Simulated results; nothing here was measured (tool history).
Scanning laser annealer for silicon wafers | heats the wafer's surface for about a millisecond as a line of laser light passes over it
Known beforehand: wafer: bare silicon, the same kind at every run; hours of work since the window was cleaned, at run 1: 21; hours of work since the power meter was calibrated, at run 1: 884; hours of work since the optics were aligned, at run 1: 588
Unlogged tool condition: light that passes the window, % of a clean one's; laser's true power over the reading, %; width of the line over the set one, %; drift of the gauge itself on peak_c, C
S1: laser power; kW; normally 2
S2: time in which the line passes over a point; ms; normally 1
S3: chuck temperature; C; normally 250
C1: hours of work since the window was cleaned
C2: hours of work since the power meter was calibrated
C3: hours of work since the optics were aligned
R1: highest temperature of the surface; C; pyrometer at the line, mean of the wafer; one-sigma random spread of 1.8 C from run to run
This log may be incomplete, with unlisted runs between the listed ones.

| run | hour | S1 | S2 | S3 | C1 | C2 | C3 | R1 |
|---|---|---|---|---|---|---|---|---|
| 1 | 0 | 2 | 1 | 250 | 21 | 884 | 588 | 988 |
| 2 | 23.9 | 2 | 1 | 250 | 38 | 901 | 605 | 991 |
| 3 | 52.6 | 2 | 1 | 250 | 58 | 921 | 625 | 987 |
| 4 | 67.5 | 2 | 1 | 250 | 68 | 931 | 635 | 983 |
| 5 | 93.8 | 2 | 1 | 250 | 87 | 949 | 653 | 983 |
| 6 | 112.4 | 2 | 1 | 250 | 100 | 962 | 666 | 983 |
| 7 | 138.1 | 2 | 1 | 250 | 118 | 980 | 684 | 986 |
| 8 | 164.6 | 2 | 1 | 250 | 136 | 999 | 702 | 980 |
| 9 | 193.6 | 2 | 0.96 | 250 | 156 | 1019 | 723 | 960 |
| 10 | 221.2 | 2 | 1 | 250 | 175 | 1038 | 742 | 978 |
| 11 | 244.4 | 2 | 1 | 249 | 191 | 1054 | 758 | 976 |
| 12 | 260.7 | 2 | 1 | 250 | 203 | 1066 | 769 | 979 |
| 13 | 285.3 | 2.046 | 1 | 250 | 220 | 1083 | 786 | 996 |
| 14 | 312.8 | 2.046 | 1 | 250 | 239 | 1102 | 805 | 994 |
| 15 | 328.4 | 2.046 | 1 | 250 | 250 | 1113 | 816 | 992 |
|  | 332.8 | window over the wafer cleaned |
| 16 | 363.3 | 2.046 | 1 | 250 | 21 | 1135 | 839 | 985 |
| 17 | 379.8 | 1.938 | 1 | 250 | 33 | 1147 | 851 | 938 |
| 18 | 410.3 | 2.057 | 1 | 250 | 54 | 1168 | 872 | 984 |
| 19 | 426 | 2.057 | 1 | 250 | 65 | 1179 | 883 | 981 |
| 20 | 441.6 | 2.057 | 1 | 250 | 76 | 1190 | 894 | 984 |
| 21 | 460.2 | 2.057 | 1 | 250 | 89 | 1203 | 907 | 978 |
| 22 | 491.2 | 1.877 | 1.03 | 275 | 110 | 1224 | 928 | 946 |
|  | 512.2 | optics aligned, line set to its width |
| 23 | 513.3 | 1.877 | 1.03 | 275 | 122 | 1236 | 1 | 963 |
|  | 525 | window over the wafer cleaned, once more |
| 24 | 530.7 | 1.773 | 1.16 | 243 | 4 | 1247 | 11 | 957 |
| 25 | 557 | 1.978 | 1.04 | 218 | 22 | 1265 | 30 | 974 |
| 26 | 585 | 1.922 | 1.04 | 250 | 42 | 1285 | 49 | 983 |
| 27 | 614.9 | 1.922 | 1.04 | 250 | 63 | 1306 | 70 | 982 |
| 28 | 640 | 1.922 | 1.04 | 250 | 80 | 1323 | 87 | 981 |
| 29 | 655 | 1.922 | 1.04 | 250 | 90 | 1333 | 98 | 981 |
| 30 | 674.1 | 1.899 | 0.73 | 250 | 104 | 1347 | 111 | 836 |
| 31 | 695 | 2.127 | 0.99 | 281 | 118 | 1361 | 126 | 1074 |
| 32 | 717 | 2.127 | 0.99 | 281 | 134 | 1377 | 141 | 1073 |
| 33 | 747.1 | 1.924 | 0.91 | 230 | 154 | 1397 | 162 | 900 |
| 34 | 779.9 | 1.879 | 0.7 | 223 | 177 | 1420 | 185 | 781 |
| 35 | 805.2 | 2 | 1 | 255 | 195 | 1438 | 202 | 995 |
| 36 | 823 | 2 | 1 | 255 | 207 | 1450 | 215 | 995 |
| 37 | 844.6 | 2 | 1 | 255 | 222 | 1465 | 230 | 994 |
| 38 | 871.9 | 1.812 | 1.01 | 241 | 241 | 1484 | 249 | 904 |
| 39 | 895.2 | 1.812 | 1.01 | 241 | 257 | 1501 | 265 | 902 |
| 40 | 921.5 | 1.812 | 1.01 | 241 | 276 | 1519 | 283 | 901 |
| 41 | 937.7 | 2.191 | 0.82 | 253 | 287 | 1530 | 295 | 981 |

Each row is a separate what-if for the run after 41, all from the same tool condition, not one after another. Results?
| A | 965.3 | 1.979 | 1 | 287 | 306 | 1549 | 314 | ? |
| B | 965.3 | 2.013 | 0.98 | 278 | 306 | 1549 | 314 | ? |
| C | 965.3 | 1.755 | 1 | 250 | 306 | 1549 | 314 | ? |
| D | 965.3 | 2.011 | 1.13 | 222 | 306 | 1549 | 314 | ? |

| run | R1 |
|---|---|
| A | 1011 |
| B | 1007 |
| C | 881 |
| D | 1013 |
The same runs, with their run-to-run variation unchanged, on a tool lacking any hidden condition would have given:
| run | R1 |
|---|---|
| A | 1034 |
| B | 1030 |
| C | 901 |
| D | 1038 |

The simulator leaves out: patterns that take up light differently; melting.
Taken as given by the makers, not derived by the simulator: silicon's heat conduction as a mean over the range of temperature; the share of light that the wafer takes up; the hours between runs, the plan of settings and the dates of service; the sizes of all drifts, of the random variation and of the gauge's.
